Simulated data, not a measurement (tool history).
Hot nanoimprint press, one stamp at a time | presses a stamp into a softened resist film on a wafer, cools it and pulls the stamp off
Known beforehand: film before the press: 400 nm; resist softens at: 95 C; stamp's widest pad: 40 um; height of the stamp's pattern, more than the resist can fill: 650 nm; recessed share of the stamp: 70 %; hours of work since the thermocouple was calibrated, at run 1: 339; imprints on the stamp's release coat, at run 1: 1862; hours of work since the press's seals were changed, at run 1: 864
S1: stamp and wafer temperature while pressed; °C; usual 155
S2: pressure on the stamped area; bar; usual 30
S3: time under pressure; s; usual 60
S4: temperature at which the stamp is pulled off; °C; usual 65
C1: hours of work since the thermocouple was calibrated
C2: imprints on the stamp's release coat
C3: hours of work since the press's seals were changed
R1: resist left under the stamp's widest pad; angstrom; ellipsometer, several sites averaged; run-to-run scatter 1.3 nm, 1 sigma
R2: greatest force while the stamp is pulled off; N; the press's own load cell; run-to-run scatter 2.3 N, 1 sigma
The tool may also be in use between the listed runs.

| run | day | S1 | S2 | S3 | S4 | C1 | C2 | C3 | R1 | R2 |
|---|---|---|---|---|---|---|---|---|---|---|
| 1 | 0 | 155 | 30 | 60 | 65 | 339 | 1862 | 864 | 1950 | 109 |
| 2 | 2.517 | 155 | 30 | 60 | 65 | 375 | 2020 | 899 | 1956 | 105 |
|  | 4.662 | plate thermocouple calibrated |
|  | 4.912 | stamp cleaned and given a new release coat |
| 3 | 6.112 | 155 | 30 | 60 | 65 | 17 | 75 | 945 | 1969 | 106 |
| 4 | 9.233 | 155 | 30 | 65 | 65 | 61 | 271 | 989 | 1925 | 107 |
| 5 | 12.625 | 151 | 30 | 60 | 65 | 109 | 485 | 1037 | 2345 | 104 |
| 6 | 14.671 | 151 | 30 | 60 | 65 | 138 | 613 | 1065 | 2337 | 101 |
| 7 | 18.104 | 155 | 30 | 60 | 65 | 186 | 828 | 1114 | 1951 | 109 |
| 8 | 20.629 | 155 | 30 | 60 | 65 | 222 | 987 | 1150 | 1972 | 109 |
| 9 | 24.229 | 146 | 30 | 60 | 65 | 273 | 1213 | 1200 | 2850 | 105 |
| 10 | 27.342 | 155 | 30 | 60 | 65 | 317 | 1408 | 1244 | 1936 | 108 |
|  | 28.038 | press's hydraulic seals changed and the load cell set to zero |
| 11 | 29.267 | 155 | 30 | 60 | 65 | 339 | 1508 | 17 | 1943 | 104 |
| 12 | 32.396 | 155 | 30 | 60 | 65 | 384 | 1705 | 62 | 1930 | 110 |
|  | 34.05 | plate thermocouple calibrated |
| 13 | 36.138 | 155 | 30 | 60 | 65 | 29 | 1932 | 113 | 1980 | 104 |
| 14 | 38.662 | 155 | 30 | 60 | 65 | 65 | 2090 | 148 | 1966 | 109 |
|  | 39.762 | stamp cleaned and given a new release coat |
| 15 | 41.262 | 155 | 30 | 60 | 65 | 98 | 94 | 182 | 1955 | 106 |
| 16 | 44.008 | 155 | 30 | 60 | 65 | 137 | 266 | 220 | 1949 | 108 |
| 17 | 47.612 | 155 | 28.9 | 31 | 65 | 188 | 492 | 271 | 2472 | 106 |
| 18 | 51.217 | 161 | 30 | 60 | 65 | 239 | 719 | 322 | 1504 | 106 |
| 19 | 54.096 | 161 | 45.8 | 50 | 54 | 280 | 899 | 363 | 1278 | 133 |
| 20 | 57.892 | 161 | 45.8 | 50 | 54 | 333 | 1138 | 416 | 1288 | 134 |
| 21 | 60.971 | 155 | 30 | 89 | 66 | 377 | 1331 | 460 | 1698 | 105 |
|  | 62.975 | plate thermocouple calibrated |
| 22 | 62.975 | 155 | 30 | 89 | 66 | 0 | 1449 | 486 | 1683 | 102 |
| 23 | 65.921 | 151 | 30 | 54 | 65 | 42 | 1634 | 528 | 2436 | 107 |
| 24 | 68.029 | 151 | 30 | 54 | 65 | 71 | 1766 | 558 | 2410 | 107 |
| 25 | 71.429 | 166 | 30 | 35 | 65 | 119 | 1980 | 606 | 1475 | 109 |
|  | 74.542 | stamp cleaned and given a new release coat |
| 26 | 74.792 | 144 | 30 | 46 | 65 | 163 | 16 | 650 | 3198 | 105 |
| 27 | 77.142 | 144 | 30 | 46 | 65 | 197 | 164 | 683 | 3164 | 105 |
| 28 | 80.717 | 155 | 30 | 60 | 67 | 247 | 388 | 733 | 1956 | 100 |
| 29 | 83.783 | 155 | 30 | 60 | 67 | 290 | 581 | 777 | 1958 | 101 |

5 ways to go on from here, each from the tool as it stands after run 29. What would each give?
| A | 85.496 | 145 | 28.7 | 60 | 55 | 315 | 688 | 801 | ? | ? |
| B | 85.496 | 155 | 40.6 | 69 | 67 | 315 | 688 | 801 | ? | ? |
| C | 85.496 | 155 | 22.8 | 38 | 53 | 315 | 688 | 801 | ? | ? |
| D | 85.496 | 157 | 30 | 60 | 70 | 315 | 688 | 801 | ? | ? |
| E | 85.496 | 155 | 27.1 | 118 | 65 | 315 | 688 | 801 | ? | ? |

| run | R1 | R2 |
|---|---|---|
| A | 2993 | 131 |
| B | 1633 | 102 |
| C | 2540 | 129 |
| D | 1808 | 96 |
| E | 1598 | 103 |
Take away the tool's hidden state, keep each run's random variation, and the runs would have read:
| run | R1 | R2 |
|---|---|---|
| A | 2997 | 131 |
| B | 1635 | 102 |
| C | 2544 | 129 |
| D | 1811 | 96 |
| E | 1601 | 103 |
